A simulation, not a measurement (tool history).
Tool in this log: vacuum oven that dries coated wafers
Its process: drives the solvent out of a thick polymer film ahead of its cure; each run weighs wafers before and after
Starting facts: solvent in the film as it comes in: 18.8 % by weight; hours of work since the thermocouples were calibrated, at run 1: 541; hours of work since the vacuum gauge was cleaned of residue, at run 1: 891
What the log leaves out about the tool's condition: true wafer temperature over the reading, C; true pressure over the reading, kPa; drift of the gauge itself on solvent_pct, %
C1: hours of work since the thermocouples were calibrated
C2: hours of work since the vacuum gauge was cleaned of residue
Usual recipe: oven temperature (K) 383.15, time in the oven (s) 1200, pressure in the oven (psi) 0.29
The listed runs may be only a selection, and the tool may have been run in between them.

{"run": 1, "day": 0.0, "oven temperature (K)": 383.15, "time in the oven (s)": 1200, "pressure in the oven (psi)": 0.29, "C1": 541, "C2": 891, "solvent left in the film (%)": 4.89}
{"run": 2, "day": 1.092, "oven temperature (K)": 383.15, "time in the oven (s)": 1440, "pressure in the oven (psi)": 0.29, "C1": 560, "C2": 910, "solvent left in the film (%)": 4.09}
{"run": 3, "day": 2.125, "oven temperature (K)": 383.15, "time in the oven (s)": 1200, "pressure in the oven (psi)": 0.29, "C1": 578, "C2": 927, "solvent left in the film (%)": 4.88}
{"run": 4, "day": 3.346, "oven temperature (K)": 383.15, "time in the oven (s)": 1200, "pressure in the oven (psi)": 0.29, "C1": 599, "C2": 949, "solvent left in the film (%)": 4.88}
{"run": 5, "day": 4.162, "oven temperature (K)": 383.15, "time in the oven (s)": 1200, "pressure in the oven (psi)": 0.29, "C1": 613, "C2": 963, "solvent left in the film (%)": 4.9}
{"run": 6, "day": 5.433, "oven temperature (K)": 383.15, "time in the oven (s)": 1200, "pressure in the oven (psi)": 0.29, "C1": 635, "C2": 985, "solvent left in the film (%)": 4.88}
{"run": 7, "day": 6.212, "oven temperature (K)": 383.15, "time in the oven (s)": 1200, "pressure in the oven (psi)": 0.29, "C1": 648, "C2": 998, "solvent left in the film (%)": 4.87}
{"run": 8, "day": 7.292, "oven temperature (K)": 383.15, "time in the oven (s)": 1200, "pressure in the oven (psi)": 0.29, "C1": 667, "C2": 1017, "solvent left in the film (%)": 4.87}
{"run": 9, "day": 8.596, "oven temperature (K)": 383.15, "time in the oven (s)": 1200, "pressure in the oven (psi)": 0.29, "C1": 690, "C2": 1039, "solvent left in the film (%)": 4.9}
{"run": 10, "day": 9.321, "oven temperature (K)": 383.15, "time in the oven (s)": 1200, "pressure in the oven (psi)": 0.389, "C1": 702, "C2": 1052, "solvent left in the film (%)": 5.3}
{"run": 11, "day": 9.979, "oven temperature (K)": 383.15, "time in the oven (s)": 1200, "pressure in the oven (psi)": 0.389, "C1": 714, "C2": 1063, "solvent left in the film (%)": 5.34}
{"run": 12, "day": 11.0, "oven temperature (K)": 383.15, "time in the oven (s)": 1200, "pressure in the oven (psi)": 0.29, "C1": 731, "C2": 1081, "solvent left in the film (%)": 4.91}
{"run": 13, "day": 12.079, "oven temperature (K)": 377.15, "time in the oven (s)": 1200, "pressure in the oven (psi)": 1.076, "C1": 750, "C2": 1099, "solvent left in the film (%)": 9.95}
{"run": 14, "day": 13.533, "oven temperature (K)": 391.15, "time in the oven (s)": 960, "pressure in the oven (psi)": 0.39, "C1": 775, "C2": 1124, "solvent left in the film (%)": 4.57}
{"run": 15, "day": 14.8, "oven temperature (K)": 391.15, "time in the oven (s)": 960, "pressure in the oven (psi)": 0.39, "C1": 797, "C2": 1146, "solvent left in the film (%)": 4.58}
{"run": 16, "day": 16.062, "oven temperature (K)": 371.15, "time in the oven (s)": 600, "pressure in the oven (psi)": 0.634, "C1": 819, "C2": 1168, "solvent left in the film (%)": 12.13}
{"run": 17, "day": 17.142, "oven temperature (K)": 379.15, "time in the oven (s)": 1200, "pressure in the oven (psi)": 0.191, "C1": 837, "C2": 1187, "solvent left in the film (%)": 5.41}
{"run": 18, "day": 17.767, "oven temperature (K)": 383.15, "time in the oven (s)": 1740, "pressure in the oven (psi)": 0.29, "C1": 848, "C2": 1197, "solvent left in the film (%)": 3.31}
{"day": 18.046, "done": "oven's thermocouples calibrated"}
{"run": 19, "day": 18.671, "oven temperature (K)": 373.15, "time in the oven (s)": 1260, "pressure in the oven (psi)": 0.387, "C1": 11, "C2": 1212, "solvent left in the film (%)": 7.54}
{"run": 20, "day": 20.008, "oven temperature (K)": 383.15, "time in the oven (s)": 1500, "pressure in the oven (psi)": 0.29, "C1": 34, "C2": 1235, "solvent left in the film (%)": 3.9}
{"run": 21, "day": 20.817, "oven temperature (K)": 373.15, "time in the oven (s)": 1200, "pressure in the oven (psi)": 0.55, "C1": 48, "C2": 1249, "solvent left in the film (%)": 8.6}
{"run": 22, "day": 21.746, "oven temperature (K)": 381.15, "time in the oven (s)": 1740, "pressure in the oven (psi)": 0.39, "C1": 64, "C2": 1265, "solvent left in the film (%)": 4.17}
{"run": 23, "day": 22.758, "oven temperature (K)": 381.15, "time in the oven (s)": 1740, "pressure in the oven (psi)": 0.39, "C1": 81, "C2": 1282, "solvent left in the film (%)": 4.15}

Predict each of these 4 candidate next runs independently; none follows another, all start after run 23:
{"run": "A", "day": 24.162, "oven temperature (K)": 382.15, "time in the oven (s)": 1200, "pressure in the oven (psi)": 0.29, "C1": 106, "C2": 1306, "solvent left in the film (%)": "?"}
{"run": "B", "day": 24.162, "oven temperature (K)": 385.15, "time in the oven (s)": 1200, "pressure in the oven (psi)": 0.354, "C1": 106, "C2": 1306, "solvent left in the film (%)": "?"}
{"run": "C", "day": 24.162, "oven temperature (K)": 383.15, "time in the oven (s)": 1200, "pressure in the oven (psi)": 1.098, "C1": 106, "C2": 1306, "solvent left in the film (%)": "?"}
{"run": "D", "day": 24.162, "oven temperature (K)": 397.15, "time in the oven (s)": 600, "pressure in the oven (psi)": 1.155, "C1": 106, "C2": 1306, "solvent left in the film (%)": "?"}

run=A solvent_left_in_the_film_(%)=5.14
run=B solvent_left_in_the_film_(%)=4.74
run=C solvent_left_in_the_film_(%)=8.23
run=D solvent_left_in_the_film_(%)=7.52
Without the tool's unlogged condition, the same runs would have read:
run=A solvent_left_in_the_film_(%)=5.13
run=B solvent_left_in_the_film_(%)=4.73
run=C solvent_left_in_the_film_(%)=8.23
run=D solvent_left_in_the_film_(%)=7.52

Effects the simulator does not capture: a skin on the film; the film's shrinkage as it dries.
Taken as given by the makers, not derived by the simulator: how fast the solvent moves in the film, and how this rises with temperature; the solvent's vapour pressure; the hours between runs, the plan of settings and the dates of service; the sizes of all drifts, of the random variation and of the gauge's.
